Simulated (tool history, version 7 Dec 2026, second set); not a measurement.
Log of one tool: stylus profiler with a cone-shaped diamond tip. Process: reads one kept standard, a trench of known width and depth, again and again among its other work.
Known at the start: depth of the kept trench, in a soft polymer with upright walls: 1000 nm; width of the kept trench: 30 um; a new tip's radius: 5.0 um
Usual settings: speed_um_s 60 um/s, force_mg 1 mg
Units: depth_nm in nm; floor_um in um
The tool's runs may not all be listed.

run,hour,speed_um_s,force_mg,depth_nm,floor_um
1,0,60,1,1003.26,23.57
2,77.1,60,1,1003.28,23.53
3,119.6,140,1,1003.38,22.84
4,201.1,60,1,1003.53,23.55
5,282.1,60,2.34,1005.8,23.69
6,358.1,60,2.34,1006.18,23.63
7,409.7,60,1,1003.56,23.45
8,467.8,60,1,1003.09,23.47
9,504.3,113,1,1004.03,23.09
10,583,113,1,1003.12,23.1
11,645.9,113,1,1003.49,23.07
12,724.8,43,1,1003.29,23.66
13,790.5,43,1,1003.36,23.66
14,853.3,60,1,1003.08,23.48
15,899.9,38,1,1003.5,23.65
16,956.7,38,1,1003.22,23.7
17,999.7,60,1,1003.28,23.47
18,1044.9,60,1,1003.48,23.5
19,1126.1,65,1,1003.3,23.47
20,1166.4,65,1,1003.19,23.43
21,1242.7,65,1,1003.49,23.46
22,1288.8,65,1,1003.51,23.45
23,1350.9,60,1,1003.1,23.52
24,1414.7,60,1,1003.35,23.47
25,1504.1,156,0.38,1001.73,21.99
26,1550.1,104,0.85,1003.16,23.01
27,1635.6,65,1.31,1004.18,23.53
28,1719.8,150,1.21,1003.85,22.87
29,1763.1,25,0.66,1002.5,23.75
30,1842.4,166,0.66,1003.16,22.32
31,1914.6,63,0.35,1001.78,23.08
32,1991.2,138,0.77,1003.06,22.7
33,2060,138,1.49,1004.35,23.06
34,2120.6,92,0.64,1002.91,23.05
35,2198.2,92,0.64,1002.64,23.03
36,2254.1,92,0.64,1002.61,23.07
37,2302.7,109,1,1003.31,23.12
38,2349.5,109,1,1003.5,23.13
39,2408.1,60,1.48,1004.68,23.65
40,2487.4,60,1.48,1004.21,23.58
41,2537,60,1.48,1004.15,23.63
42,2589.7,17,1.05,1003.49,23.89
43,2673.6,23,1.92,1005.41,23.89
44,2724.1,23,1.92,1005.27,23.88
45,2761.9,27,1.84,1004.8,23.83
46,2821.7,22,0.75,1003.08,23.82

Not shown: 2 entries that the log had between the listed runs. Between which runs, and how does the tool's hidden state differ before and after?
Between runs 18 and 19: height scale calibrated on a step standard (hour 1084.2)
  height scale over the true one, %: -0.003 -> 0
  measured less the result without the state, floor_um: -0.02 -> -0.02 um
Between runs 35 and 36: new tip fitted, height scale calibrated (hour 2218.7)
  radius of the tip, um: 5.04 -> 5; height scale over the true one, %: -0.002 -> 0
  measured less the result without the state, floor_um: -0.03 -> -0.01 um
